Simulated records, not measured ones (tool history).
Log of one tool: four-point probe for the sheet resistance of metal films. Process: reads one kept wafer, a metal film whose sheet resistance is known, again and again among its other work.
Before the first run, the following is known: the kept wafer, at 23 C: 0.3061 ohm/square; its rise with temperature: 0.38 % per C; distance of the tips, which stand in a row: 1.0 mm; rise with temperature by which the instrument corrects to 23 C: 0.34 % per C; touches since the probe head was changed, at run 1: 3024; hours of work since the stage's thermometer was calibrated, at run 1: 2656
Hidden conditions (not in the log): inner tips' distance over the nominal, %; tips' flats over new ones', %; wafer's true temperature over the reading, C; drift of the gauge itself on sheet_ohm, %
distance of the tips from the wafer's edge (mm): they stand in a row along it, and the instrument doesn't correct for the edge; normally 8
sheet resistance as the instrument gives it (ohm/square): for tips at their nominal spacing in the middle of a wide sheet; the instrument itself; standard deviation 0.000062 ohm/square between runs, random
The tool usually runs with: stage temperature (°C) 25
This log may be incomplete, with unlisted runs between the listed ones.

run	hour	stage temperature (°C)	distance of the tips from the wafer's edge (mm)	touches since the probe head was changed	hours of work since the stage's thermometer was calibrated	sheet resistance as the instrument gives it (ohm/square)
1	0	25	8	3024	2656	0.309697
2	12.3	29	8	3353	2663	0.310017
# hour 15: stage's thermometer calibrated
3	35.4	29	8	3960	13	0.309336
4	52.9	25	8	4430	24	0.308837
5	75.1	25	8	5023	38	0.308952
6	89	25	8	5396	46	0.308833
7	108.3	25	8	5914	59	0.308961
8	127.2	25	8	6419	70	0.308896
9	139.2	25	8	6741	78	0.309047
10	158.6	25	8	7262	90	0.308825
11	171.4	25	8	7606	98	0.308977
12	185.5	25	8	7985	107	0.308946
13	196.3	25	8	8273	114	0.30887
14	219.4	30	12	8893	128	0.307921
15	243.9	31	3	9549	144	0.324124
16	257.1	23	14	9904	152	0.306979
17	279.3	23	14	10498	166	0.306891
18	293.2	23	14	10871	174	0.306933
19	311.3	32	27	11355	186	0.307169
20	335.6	32	5	12006	201	0.313524
21	349.6	30	8	12384	210	0.309379
22	371.3	26	8	12964	223	0.309032
23	382.8	23	10	13271	231	0.307674
24	407.6	20	21	13938	246	0.306131

Below are 5 alternative next runs, each starting from the tool's condition after run 24. Predict each:
A	429.3	32	28	14520	260	?
B	429.3	20	14	14520	260	?
C	429.3	28	10	14520	260	?
D	429.3	20	15	14520	260	?
E	429.3	19	51	14520	260	?

run	sheet resistance as the instrument gives it (ohm/square)
A	0.307063
B	0.306695
C	0.308159
D	0.306664
E	0.30578
Without the tool's unlogged condition, the same runs would have read:
run	sheet resistance as the instrument gives it (ohm/square)
A	0.3071
B	0.306725
C	0.308194
D	0.306695
E	0.30581

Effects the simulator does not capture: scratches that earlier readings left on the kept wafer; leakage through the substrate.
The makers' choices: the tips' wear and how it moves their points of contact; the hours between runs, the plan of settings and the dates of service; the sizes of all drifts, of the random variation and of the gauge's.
